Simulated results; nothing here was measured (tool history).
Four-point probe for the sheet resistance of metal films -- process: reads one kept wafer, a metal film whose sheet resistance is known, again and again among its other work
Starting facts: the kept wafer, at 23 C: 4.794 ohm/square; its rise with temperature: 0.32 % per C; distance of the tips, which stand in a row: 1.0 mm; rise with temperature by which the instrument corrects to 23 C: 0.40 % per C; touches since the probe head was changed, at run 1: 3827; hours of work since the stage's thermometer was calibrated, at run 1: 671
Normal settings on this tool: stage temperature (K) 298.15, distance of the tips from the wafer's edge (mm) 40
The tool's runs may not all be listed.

run	day	stage temperature (K)	distance of the tips from the wafer's edge (mm)	touches since the probe head was changed	hours of work since the stage's thermometer was calibrated	sheet resistance as the instrument gives it (ohm/square)
1	0.000	298.15	40	3827	671	4.788265
2	0.929	298.15	40	4499	685	4.787812
3	1.700	298.15	16	5055	697	4.797152
4	3.146	298.15	16	6097	719	4.796113
5	4.158	298.15	45	6830	734	4.786459
6	5.529	298.15	45	7819	755	4.785971
7	6.575	308.15	45	8574	770	4.750471
8	7.525	308.15	45	9259	785	4.752361
9	8.783	308.15	45	10169	804	4.750443
10	9.854	308.15	45	10941	820	4.750108
11	10.912	291.15	40	11705	836	4.813602
12	11.575	291.15	40	12183	846	4.812440
13	13.008	291.15	40	13219	867	4.812290
14	14.475	291.15	40	14279	889	4.811079
15	15.525	291.15	40	15035	905	4.809846
16	16.342	291.15	40	15627	917	4.809682
17	17.225	291.15	40	16264	931	4.812346
18	18.429	298.15	15	17135	949	4.792643
19	19.862	298.15	15	18169	970	4.792676
20	20.979	298.15	15	18975	987	4.792189
21	21.842	298.15	15	19596	1000	4.793614
22	23.271	298.15	15	20629	1022	4.791757
23	24.700	292.15	15	21662	1043	4.813975
24	25.546	297.15	18	22272	1056	4.791855
25	26.646	297.15	18	23066	1073	4.790817
26	28.079	296.15	7	24100	1094	4.837767
27	28.729	292.15	52	24570	1104	4.802458
28	30.250	292.15	52	25669	1127	4.801478
29	31.575	292.15	40	26626	1147	4.803926
30	32.988	301.15	22	27646	1168	4.772742
31	34.417	301.15	22	28676	1190	4.771442
# day 34.512: stage's thermometer calibrated
32	35.425	293.15	73	29389	14	4.792368
33	36.062	295.15	4	29851	23	4.940939
34	36.875	293.15	40	30436	36	4.793858
35	37.604	300.15	31	30963	47	4.767801
# day 37.850: stage's thermometer calibrated, once more
36	38.588	300.15	31	31660	11	4.779395
37	40.067	300.15	31	32728	33	4.776431
38	40.767	296.15	60	33232	44	4.789624
39	42.229	302.15	6	34287	66	4.836415
40	43.554	306.15	15	35244	86	4.762922
41	45.033	308.15	25	36313	108	4.750377
42	45.779	308.15	25	36850	119	4.748921
43	46.479	298.15	4	37356	130	4.936273
44	47.179	298.15	4	37862	140	4.934888

Here are 5 independent what-if runs from the current tool condition. What would each one return?
A	48.483	293.15	8	38805	160	?
B	48.483	303.15	40	38805	160	?
C	48.483	303.15	4	38805	160	?
D	48.483	294.15	45	38805	160	?
E	48.483	298.15	13	38805	160	?

run	sheet resistance as the instrument gives it (ohm/square)
A	4.839485
B	4.762860
C	4.916499
D	4.797119
E	4.794748
Without the tool's hidden state the same runs would have given:
run	sheet resistance as the instrument gives it (ohm/square)
A	4.846094
B	4.769355
C	4.923188
D	4.803672
E	4.801292
